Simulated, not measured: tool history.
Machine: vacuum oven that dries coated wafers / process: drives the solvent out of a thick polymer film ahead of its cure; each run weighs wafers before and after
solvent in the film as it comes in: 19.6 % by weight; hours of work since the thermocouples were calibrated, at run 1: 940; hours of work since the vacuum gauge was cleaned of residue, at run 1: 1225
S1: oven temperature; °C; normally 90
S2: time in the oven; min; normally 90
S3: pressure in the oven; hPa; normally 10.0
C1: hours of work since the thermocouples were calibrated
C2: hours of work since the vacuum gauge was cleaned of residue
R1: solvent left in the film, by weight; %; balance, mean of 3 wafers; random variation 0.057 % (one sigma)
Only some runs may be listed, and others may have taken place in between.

run,hour,S1,S2,S3,C1,C2,R1
1,0.0,90,90,10.0,940,1225,2.81
2,50.7,90,90,10.0,980,1265,2.83
3,76.1,78,90,10.0,1001,1285,6.22
4,101.5,90,90,10.0,1021,1305,2.76
5,128.0,90,58,10.0,1042,1327,3.94
6,154.7,92,90,10.0,1063,1348,2.38
7,207.9,92,90,10.0,1106,1390,2.33
8,252.9,90,90,10.0,1142,1426,2.78
9,291.4,90,90,10.0,1172,1457,2.78
10,335.3,90,90,10.0,1207,1492,2.76
11,365.0,90,90,32.2,1231,1515,7.63
12,410.2,90,90,32.2,1267,1551,7.55
13,468.9,90,52,10.0,1314,1598,4.45
14,506.0,90,52,10.0,1343,1628,4.37
15,551.8,90,52,10.0,1380,1664,4.36
16,603.1,90,110,10.0,1421,1705,2.50
17,652.2,90,90,10.0,1460,1744,2.78
# hour 659.7: oven's thermocouples calibrated
18,683.4,90,90,10.0,19,1768,2.87
19,737.5,90,90,24.9,62,1811,6.09
20,768.0,99,90,6.4,86,1835,1.15
21,826.3,76,90,5.4,133,1882,5.65
22,865.9,83,56,26.6,164,1913,10.04
23,905.9,83,56,26.6,196,1945,10.17
24,950.9,88,60,16.0,232,1981,5.71
25,1006.1,80,129,10.0,276,2025,4.42
26,1051.8,103,57,17.6,312,2061,2.66
27,1090.0,104,90,9.7,343,2092,1.38
28,1129.0,104,90,9.7,374,2123,1.42
29,1186.1,104,151,10.0,420,2168,1.31
30,1224.2,87,91,10.0,450,2199,3.45
31,1273.2,87,91,10.0,489,2238,3.41
32,1330.0,87,91,10.0,534,2283,3.46
33,1382.6,96,90,7.8,576,2325,1.55

Branching from run 33: 3 alternative next runs. What would each branch give?
A,1422.6,90,90,11.5,608,2357,?
B,1422.6,105,118,14.5,608,2357,?
C,1422.6,104,90,15.1,608,2357,?

run,R1
A,3.17
B,1.89
C,2.04
With no hidden state in the tool, these same runs would have given:
run,R1
A,3.12
B,1.86
C,2.01
